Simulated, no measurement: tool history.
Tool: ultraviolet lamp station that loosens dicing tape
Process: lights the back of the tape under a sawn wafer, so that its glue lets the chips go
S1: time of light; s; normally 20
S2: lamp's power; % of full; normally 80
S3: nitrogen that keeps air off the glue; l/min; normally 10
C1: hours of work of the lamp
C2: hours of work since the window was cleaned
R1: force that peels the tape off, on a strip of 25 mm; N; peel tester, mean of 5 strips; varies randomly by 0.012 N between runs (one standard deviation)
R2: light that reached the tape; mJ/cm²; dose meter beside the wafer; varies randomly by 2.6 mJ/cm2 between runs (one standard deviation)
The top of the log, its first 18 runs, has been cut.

Run 19, hour 570.4: usual settings but S1 16 s, S3 7 l/min; C1 869; C2 283. Result: R1 1.935 N, R2 208 mJ/cm².
Run 20, hour 611.6: usual settings but S1 12 s, S2 68 % of full, S3 5 l/min; C1 888; C2 303. Result: R1 4.103 N, R2 131 mJ/cm².
At hour 615.4: window cleaned of glue's vapour.
Run 21, hour 636.1: usual settings but S1 12 s, S2 68 % of full, S3 13 l/min; C1 899; C2 10. Result: R1 2.886 N, R2 121 mJ/cm².
Run 22, hour 657.2: usual settings but S1 24 s, S2 68 % of full, S3 16 l/min; C1 909; C2 19. Result: R1 0.719 N, R2 249 mJ/cm².
Run 23, hour 693.4: usual settings but S1 24 s, S2 68 % of full, S3 16 l/min; C1 926; C2 36. Result: R1 0.762 N, R2 246 mJ/cm².
Run 24, hour 732.4: usual settings but S1 14 s, S2 61 % of full, S3 8 l/min; C1 944; C2 54. Result: R1 3.487 N, R2 125 mJ/cm².
Run 25, hour 773.3: usual settings but S1 17 s, S2 62 % of full, S3 14 l/min; C1 963; C2 73. Result: R1 2.022 N, R2 155 mJ/cm².
Run 26, hour 804.7: usual settings but S1 17 s, S2 62 % of full, S3 14 l/min; C1 977; C2 88. Result: R1 1.931 N, R2 158 mJ/cm².
Run 27, hour 849.3: usual settings but S1 30 s, S3 14 l/min; C1 998; C2 109. Result: R1 0.387 N, R2 353 mJ/cm².
At hour 861.8: window cleaned of glue's vapour, once more.
Run 28, hour 889.5: usual settings but S1 18 s, S2 79 % of full, S3 14 l/min; C1 1017; C2 13. Result: R1 0.905 N, R2 238 mJ/cm².
Run 29, hour 925: usual settings but S1 19 s; C1 1033; C2 29. Result: R1 1.07 N, R2 248 mJ/cm².
Run 30, hour 951.2: usual settings but S1 19 s; C1 1045; C2 42. Result: R1 1.063 N, R2 252 mJ/cm².
Run 31, hour 974.2: usual settings but S1 19 s, S2 81 % of full, S3 12 l/min; C1 1056; C2 52. Result: R1 0.904 N, R2 252 mJ/cm².
Run 32, hour 996.4: usual settings but S1 17 s, S2 88 % of full; C1 1066; C2 63. Result: R1 1.12 N, R2 245 mJ/cm².
Run 33, hour 1020.1: usual settings but S1 17 s, S2 88 % of full; C1 1077; C2 74. Result: R1 1.115 N, R2 243 mJ/cm².
Run 34, hour 1054.4: usual settings but S1 17 s, S2 88 % of full; C1 1093; C2 90. Result: R1 1.149 N, R2 244 mJ/cm².
Run 35, hour 1095.4: usual settings but S1 17 s, S2 88 % of full; C1 1112; C2 109. Result: R1 1.102 N, R2 240 mJ/cm².
Run 36, hour 1132.2: usual settings but S1 17 s, S2 88 % of full; C1 1129; C2 126. Result: R1 1.171 N, R2 239 mJ/cm².

Consider 3 possible next runs. They are alternatives, not a sequence: every one starts from the tool as it was left by run 36. What does each give?
Run A, hour 1168.9: usual settings but S1 21 s, S2 66 % of full, S3 4 l/min; C1 1146; C2 143. Result: R1 ?, R2 ?.
Run B, hour 1168.9: usual settings but S1 24 s, S2 88 % of full, S3 6 l/min; C1 1146; C2 143. Result: R1 ?, R2 ?.
Run C, hour 1168.9: usual settings but S3 4 l/min; C1 1146; C2 143. Result: R1 ?, R2 ?.

run     R1   R2
  A  2.663  221
  B  0.915  331
  C  2.153  256
With the hidden condition removed and each run's random variation left untouched, the same runs would have given:
run     R1   R2
  A  1.638  300
  B  0.467  451
  C  1.243  346
